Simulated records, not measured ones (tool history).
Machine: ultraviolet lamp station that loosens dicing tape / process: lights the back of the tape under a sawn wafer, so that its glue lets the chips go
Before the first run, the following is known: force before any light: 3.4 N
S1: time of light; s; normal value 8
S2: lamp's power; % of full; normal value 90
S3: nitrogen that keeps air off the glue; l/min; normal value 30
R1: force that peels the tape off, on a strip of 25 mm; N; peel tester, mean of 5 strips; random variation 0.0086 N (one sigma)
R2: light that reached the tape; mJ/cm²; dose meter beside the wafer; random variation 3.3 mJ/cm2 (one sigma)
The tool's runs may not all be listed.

run,hour,S1,S2,S3,R1,R2
1,0.0,8,90,30,0.425,472
2,7.9,8,90,19,0.533,478
3,14.9,8,91,30,0.413,480
4,20.9,8,91,30,0.396,476
5,26.4,8,91,30,0.419,476
6,32.3,8,91,30,0.415,478
7,39.6,10,90,30,0.279,582
8,46.0,10,90,30,0.303,584
9,50.5,8,90,30,0.416,464
10,55.5,8,90,40,0.350,472
11,64.6,8,90,40,0.368,468
12,69.9,8,90,40,0.367,467
13,76.8,8,90,40,0.373,468
14,83.4,11,90,30,0.254,635
15,91.7,11,90,30,0.259,632
16,99.1,8,74,30,0.605,376
17,106.1,8,74,30,0.596,377
18,113.7,8,74,30,0.597,381
19,123.1,8,74,30,0.622,375
20,128.5,8,74,30,0.607,373
21,136.6,8,90,17,0.666,456
# hour 137.5: window cleaned of glue's vapour
22,146.4,8,90,17,0.646,449
23,150.7,8,90,17,0.621,447
# hour 154.9: window cleaned of glue's vapour, once more
24,156.5,6,90,30,0.682,354
25,166.3,6,90,30,0.696,346
26,172.8,15,90,11,0.287,862
27,177.2,15,90,11,0.275,873
28,184.8,15,90,11,0.287,872
29,192.0,11,61,10,0.901,429
30,197.2,12,93,30,0.208,713
31,204.7,8,74,12,0.969,381
32,213.8,8,74,12,1.020,381
33,220.3,7,67,10,1.362,300
34,229.6,13,65,16,0.480,540
35,234.6,13,65,16,0.508,535
36,241.7,6,77,25,0.907,293
37,249.8,8,64,54,0.573,322
38,257.9,12,90,12,0.409,678
39,263.7,12,90,12,0.431,681
40,268.1,12,90,12,0.417,680
41,275.4,12,90,45,0.181,676
42,285.2,11,97,15,0.362,675

Predict each of these 4 candidate next runs independently; none follows another, all start after run 42:
A,292.3,8,90,51,?,?
B,292.3,13,97,35,?,?
C,292.3,8,90,20,?,?
D,292.3,8,62,9,?,?

run,R1,R2
A,0.347,448
B,0.171,788
C,0.598,448
D,1.403,306
Had the tool no hidden state, the same runs would have come out as:
run,R1,R2
A,0.261,526
B,0.145,925
C,0.461,526
D,1.201,360
